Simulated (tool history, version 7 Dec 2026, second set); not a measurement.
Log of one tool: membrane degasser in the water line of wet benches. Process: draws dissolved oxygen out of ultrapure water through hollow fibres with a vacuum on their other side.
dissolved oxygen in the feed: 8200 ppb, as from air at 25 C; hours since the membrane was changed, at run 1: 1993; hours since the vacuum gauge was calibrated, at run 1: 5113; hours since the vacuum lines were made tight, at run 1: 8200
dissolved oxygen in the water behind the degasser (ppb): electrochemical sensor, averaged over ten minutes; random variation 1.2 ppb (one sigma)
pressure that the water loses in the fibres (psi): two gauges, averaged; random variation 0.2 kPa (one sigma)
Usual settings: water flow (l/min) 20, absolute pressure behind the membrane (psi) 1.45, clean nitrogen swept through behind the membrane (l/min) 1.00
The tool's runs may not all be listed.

run    hour  water flow (l/min)  absolute pressure behind the membrane (psi)  clean nitrogen swept through behind the membrane (l/min)  hours since the membrane was changed  hours since the vacuum gauge was calibrated  hours since the vacuum lines were made tight  dissolved oxygen in the water behind the degasser (ppb)  pressure that the water loses in the fibres (psi)
  1     0.0                  20                                         1.45                                                      1.00                                  1993                                         5113                                          8200                                                    337.1                                              8.129
  2    86.2                  20                                         1.45                                                      1.00                                  2079                                         5199                                          8286                                                    336.9                                              8.148
  3   211.4                  20                                         1.45                                                      1.00                                  2205                                         5324                                          8411                                                    337.8                                              8.048
  4   295.3                  20                                         0.93                                                      1.00                                  2288                                         5408                                          8495                                                    182.7                                              8.071
  5   406.9                  20                                         0.93                                                      1.00                                  2400                                         5520                                          8607                                                    182.7                                              8.023
      482.1  -- seals of the vacuum lines changed
  6   562.9                  20                                         0.93                                                      1.00                                  2554                                         5674                                            81                                                    179.9                                              8.083
  7   705.1                  20                                         0.93                                                      1.00                                  2696                                         5816                                           223                                                    180.6                                              8.087
      718.2  -- vacuum gauge calibrated
  8   839.0                  20                                         0.93                                                      1.00                                  2830                                          121                                           356                                                    181.1                                              8.096
  9   964.3                  20                                         0.93                                                      1.00                                  2955                                          246                                           482                                                    182.1                                              8.060
 10  1065.7                  20                                         0.93                                                      1.00                                  3056                                          347                                           583                                                    182.0                                              8.083
 11  1144.4                  20                                         0.93                                                      1.00                                  3135                                          426                                           662                                                    182.0                                              8.038
 12  1266.5                  20                                         0.93                                                      1.00                                  3257                                          548                                           784                                                    181.5                                              8.147
 13  1340.8                  20                                         1.06                                                      0.59                                  3331                                          623                                           858                                                    323.7                                              8.076
 14  1506.6                  15                                         1.45                                                      1.00                                  3497                                          788                                          1024                                                    244.7                                              6.071
 15  1609.2                  30                                         3.55                                                      0.70                                  3600                                          891                                          1127                                                   1626.9                                             12.130
 16  1683.3                  20                                         3.07                                                      2.44                                  3674                                          965                                          1201                                                    376.1                                              8.092
     1741.4  -- vacuum gauge calibrated, once more
 17  1793.6                  32                                         2.23                                                      0.55                                  3784                                           52                                          1310                                                   1286.5                                             13.004
 18  1866.1                  21                                         3.02                                                      0.61                                  3856                                          125                                          1383                                                   1140.5                                              8.511
 19  1974.2                  21                                         3.02                                                      0.61                                  3964                                          233                                          1491                                                   1142.5                                              8.496
 20  2059.5                  30                                         1.64                                                      0.49                                  4050                                          318                                          1576                                                    938.6                                             12.135
 21  2195.7                  18                                         1.64                                                      0.49                                  4186                                          454                                          1713                                                    592.0                                              7.327
 22  2301.7                  18                                         2.28                                                      1.06                                  4292                                          560                                          1819                                                    480.5                                              7.320
 23  2477.8                  18                                         2.28                                                      1.06                                  4468                                          736                                          1995                                                    483.0                                              7.303
 24  2584.7                  18                                         0.90                                                      0.53                                  4575                                          843                                          2102                                                    229.6                                              7.384

Forecast each of these 4 alternatives for the next run:
  A  2745.8                  15                                         1.64                                                      2.31                                  4736                                         1004                                          2263                                                        ?                                                  ?
  B  2745.8                  18                                         3.16                                                      0.53                                  4736                                         1004                                          2263                                                        ?                                                  ?
  C  2745.8                  22                                         1.45                                                      1.00                                  4736                                         1004                                          2263                                                        ?                                                  ?
  D  2745.8                  15                                         1.45                                                      1.00                                  4736                                         1004                                          2263                                                        ?                                                  ?

run  dissolved oxygen in the water behind the degasser (ppb)  pressure that the water loses in the fibres (psi)
  A                                                    137.2                                              6.081
  B                                                   1175.3                                              7.300
  C                                                    366.1                                              8.918
  D                                                    239.5                                              6.081
Without the tool's hidden state the same runs would have given:
run  dissolved oxygen in the water behind the degasser (ppb)  pressure that the water loses in the fibres (psi)
  A                                                    135.3                                              6.018
  B                                                   1171.4                                              7.224
  C                                                    362.9                                              8.824
  D                                                    237.4                                              6.018
